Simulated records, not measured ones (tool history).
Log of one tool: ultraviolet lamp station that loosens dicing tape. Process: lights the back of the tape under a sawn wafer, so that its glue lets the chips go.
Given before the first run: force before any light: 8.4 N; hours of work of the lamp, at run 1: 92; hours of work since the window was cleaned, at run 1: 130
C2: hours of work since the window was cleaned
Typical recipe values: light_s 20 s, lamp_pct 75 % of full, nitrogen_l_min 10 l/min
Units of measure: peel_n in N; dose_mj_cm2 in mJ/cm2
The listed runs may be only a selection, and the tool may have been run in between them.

{"run": 1, "day": 0.0, "light_s": 20, "lamp_pct": 75, "nitrogen_l_min": 10, "hours of work of the lamp": 92, "C2": 130, "peel_n": 0.926, "dose_mj_cm2": 237}
{"run": 2, "day": 1.246, "light_s": 20, "lamp_pct": 75, "nitrogen_l_min": 10, "hours of work of the lamp": 114, "C2": 152, "peel_n": 0.959, "dose_mj_cm2": 233}
{"run": 3, "day": 2.7, "light_s": 20, "lamp_pct": 75, "nitrogen_l_min": 10, "hours of work of the lamp": 139, "C2": 177, "peel_n": 0.979, "dose_mj_cm2": 230}
{"run": 4, "day": 3.542, "light_s": 20, "lamp_pct": 71, "nitrogen_l_min": 10, "hours of work of the lamp": 154, "C2": 192, "peel_n": 1.119, "dose_mj_cm2": 218}
{"run": 5, "day": 4.458, "light_s": 20, "lamp_pct": 75, "nitrogen_l_min": 10, "hours of work of the lamp": 170, "C2": 208, "peel_n": 1.012, "dose_mj_cm2": 228}
{"run": 6, "day": 5.904, "light_s": 20, "lamp_pct": 75, "nitrogen_l_min": 10, "hours of work of the lamp": 195, "C2": 233, "peel_n": 0.986, "dose_mj_cm2": 222}
{"run": 7, "day": 6.871, "light_s": 20, "lamp_pct": 75, "nitrogen_l_min": 10, "hours of work of the lamp": 212, "C2": 250, "peel_n": 1.031, "dose_mj_cm2": 219}
{"run": 8, "day": 7.85, "light_s": 20, "lamp_pct": 75, "nitrogen_l_min": 10, "hours of work of the lamp": 229, "C2": 267, "peel_n": 1.096, "dose_mj_cm2": 215}
{"run": 9, "day": 8.45, "light_s": 25, "lamp_pct": 75, "nitrogen_l_min": 10, "hours of work of the lamp": 240, "C2": 278, "peel_n": 0.722, "dose_mj_cm2": 271}
{"run": 10, "day": 9.758, "light_s": 25, "lamp_pct": 75, "nitrogen_l_min": 10, "hours of work of the lamp": 262, "C2": 301, "peel_n": 0.762, "dose_mj_cm2": 266}
{"run": 11, "day": 10.9, "light_s": 12, "lamp_pct": 75, "nitrogen_l_min": 10, "hours of work of the lamp": 282, "C2": 321, "peel_n": 2.406, "dose_mj_cm2": 123}
{"run": 12, "day": 11.504, "light_s": 12, "lamp_pct": 75, "nitrogen_l_min": 10, "hours of work of the lamp": 293, "C2": 331, "peel_n": 2.41, "dose_mj_cm2": 126}
{"run": 13, "day": 12.733, "light_s": 12, "lamp_pct": 75, "nitrogen_l_min": 10, "hours of work of the lamp": 314, "C2": 353, "peel_n": 2.445, "dose_mj_cm2": 122}
{"run": 14, "day": 13.438, "light_s": 12, "lamp_pct": 75, "nitrogen_l_min": 10, "hours of work of the lamp": 327, "C2": 365, "peel_n": 2.529, "dose_mj_cm2": 126}
{"day": 13.592, "done": "window cleaned of glue's vapour"}
{"run": 15, "day": 14.504, "light_s": 16, "lamp_pct": 75, "nitrogen_l_min": 10, "hours of work of the lamp": 345, "C2": 16, "peel_n": 1.791, "dose_mj_cm2": 157}
{"run": 16, "day": 15.95, "light_s": 20, "lamp_pct": 75, "nitrogen_l_min": 10, "hours of work of the lamp": 370, "C2": 41, "peel_n": 1.313, "dose_mj_cm2": 192}
{"run": 17, "day": 17.179, "light_s": 20, "lamp_pct": 75, "nitrogen_l_min": 10, "hours of work of the lamp": 392, "C2": 63, "peel_n": 1.43, "dose_mj_cm2": 190}
{"day": 17.846, "done": "window cleaned of glue's vapour, once more"}
{"run": 18, "day": 18.483, "light_s": 20, "lamp_pct": 75, "nitrogen_l_min": 10, "hours of work of the lamp": 414, "C2": 11, "peel_n": 0.939, "dose_mj_cm2": 231}
{"run": 19, "day": 19.417, "light_s": 20, "lamp_pct": 75, "nitrogen_l_min": 10, "hours of work of the lamp": 430, "C2": 27, "peel_n": 1.021, "dose_mj_cm2": 227}
{"run": 20, "day": 20.146, "light_s": 20, "lamp_pct": 75, "nitrogen_l_min": 10, "hours of work of the lamp": 443, "C2": 40, "peel_n": 1.029, "dose_mj_cm2": 226}
{"run": 21, "day": 21.075, "light_s": 20, "lamp_pct": 75, "nitrogen_l_min": 10, "hours of work of the lamp": 459, "C2": 56, "peel_n": 1.031, "dose_mj_cm2": 220}
{"run": 22, "day": 22.171, "light_s": 20, "lamp_pct": 72, "nitrogen_l_min": 9, "hours of work of the lamp": 479, "C2": 76, "peel_n": 1.259, "dose_mj_cm2": 213}
{"run": 23, "day": 23.029, "light_s": 26, "lamp_pct": 78, "nitrogen_l_min": 9, "hours of work of the lamp": 494, "C2": 91, "peel_n": 0.645, "dose_mj_cm2": 292}
{"run": 24, "day": 24.1, "light_s": 24, "lamp_pct": 94, "nitrogen_l_min": 9, "hours of work of the lamp": 512, "C2": 109, "peel_n": 0.536, "dose_mj_cm2": 328}
{"run": 25, "day": 24.779, "light_s": 24, "lamp_pct": 94, "nitrogen_l_min": 9, "hours of work of the lamp": 524, "C2": 121, "peel_n": 0.559, "dose_mj_cm2": 324}
{"run": 26, "day": 25.646, "light_s": 24, "lamp_pct": 94, "nitrogen_l_min": 9, "hours of work of the lamp": 539, "C2": 136, "peel_n": 0.562, "dose_mj_cm2": 324}
{"run": 27, "day": 26.938, "light_s": 24, "lamp_pct": 94, "nitrogen_l_min": 9, "hours of work of the lamp": 562, "C2": 159, "peel_n": 0.569, "dose_mj_cm2": 321}
{"run": 28, "day": 27.696, "light_s": 28, "lamp_pct": 92, "nitrogen_l_min": 9, "hours of work of the lamp": 575, "C2": 172, "peel_n": 0.452, "dose_mj_cm2": 360}
{"run": 29, "day": 28.929, "light_s": 19, "lamp_pct": 65, "nitrogen_l_min": 11, "hours of work of the lamp": 597, "C2": 194, "peel_n": 1.552, "dose_mj_cm2": 170}
{"run": 30, "day": 30.15, "light_s": 19, "lamp_pct": 65, "nitrogen_l_min": 11, "hours of work of the lamp": 618, "C2": 215, "peel_n": 1.562, "dose_mj_cm2": 167}
{"run": 31, "day": 31.517, "light_s": 15, "lamp_pct": 75, "nitrogen_l_min": 10, "hours of work of the lamp": 642, "C2": 239, "peel_n": 1.963, "dose_mj_cm2": 151}
{"run": 32, "day": 32.95, "light_s": 20, "lamp_pct": 87, "nitrogen_l_min": 13, "hours of work of the lamp": 667, "C2": 264, "peel_n": 0.821, "dose_mj_cm2": 231}
{"run": 33, "day": 33.583, "light_s": 17, "lamp_pct": 94, "nitrogen_l_min": 12, "hours of work of the lamp": 678, "C2": 275, "peel_n": 1.04, "dose_mj_cm2": 210}
{"run": 34, "day": 34.404, "light_s": 16, "lamp_pct": 73, "nitrogen_l_min": 12, "hours of work of the lamp": 692, "C2": 289, "peel_n": 1.728, "dose_mj_cm2": 150}
{"run": 35, "day": 35.433, "light_s": 27, "lamp_pct": 94, "nitrogen_l_min": 3, "hours of work of the lamp": 710, "C2": 307, "peel_n": 1.29, "dose_mj_cm2": 326}
{"run": 36, "day": 36.633, "light_s": 27, "lamp_pct": 94, "nitrogen_l_min": 3, "hours of work of the lamp": 731, "C2": 328, "peel_n": 1.295, "dose_mj_cm2": 321}
{"run": 37, "day": 37.779, "light_s": 11, "lamp_pct": 68, "nitrogen_l_min": 7, "hours of work of the lamp": 751, "C2": 348, "peel_n": 3.576, "dose_mj_cm2": 93}
{"run": 38, "day": 39.083, "light_s": 20, "lamp_pct": 68, "nitrogen_l_min": 10, "hours of work of the lamp": 774, "C2": 371, "peel_n": 1.678, "dose_mj_cm2": 169}
{"run": 39, "day": 40.133, "light_s": 39, "lamp_pct": 76, "nitrogen_l_min": 10, "hours of work of the lamp": 793, "C2": 390, "peel_n": 0.414, "dose_mj_cm2": 360}
{"run": 40, "day": 41.012, "light_s": 20, "lamp_pct": 77, "nitrogen_l_min": 8, "hours of work of the lamp": 808, "C2": 405, "peel_n": 1.633, "dose_mj_cm2": 186}
{"run": 41, "day": 42.25, "light_s": 37, "lamp_pct": 75, "nitrogen_l_min": 10, "hours of work of the lamp": 830, "C2": 427, "peel_n": 0.504, "dose_mj_cm2": 330}
{"run": 42, "day": 43.092, "light_s": 23, "lamp_pct": 70, "nitrogen_l_min": 5, "hours of work of the lamp": 844, "C2": 441, "peel_n": 1.997, "dose_mj_cm2": 192}

How would selected steps in peel_n from run to run divide? Give the signed amount a tool lacking its hidden state would still show from settings, what came in and random variation, and the signed amount left for the hidden state, including any gauge scatter that is not in both of the compared results.
Hidden state present: lamp's light, % of a new lamp's; light that the window lets through, % of a clean one's; drift of the gauge itself on peel_n, %; drift of the gauge itself on dose_mj_cm2, %.
Run 10 -> 11: light_s 25 -> 12. peel_n +1.644 N: hidden state +0.310, all else +1.334.
Run 36 -> 37: light_s 27 -> 11, lamp_pct 94 -> 68, nitrogen_l_min 3 -> 7. peel_n +2.281 N: hidden state +0.350, all else +1.931.
Run 37 -> 38: light_s 11 -> 20, nitrogen_l_min 7 -> 10. peel_n -1.898 N: hidden state -0.191, all else -1.707.
Run 38 -> 39: light_s 20 -> 39, lamp_pct 68 -> 76. peel_n -1.264 N: hidden state -0.560, all else -0.704.
Run 39 -> 40: light_s 39 -> 20, lamp_pct 76 -> 77, nitrogen_l_min 10 -> 8. peel_n +1.219 N: hidden state +0.590, all else +0.629.
Run 41 -> 42: light_s 37 -> 23, lamp_pct 75 -> 70, nitrogen_l_min 10 -> 5. peel_n +1.493 N: hidden state +0.665, all else +0.828.
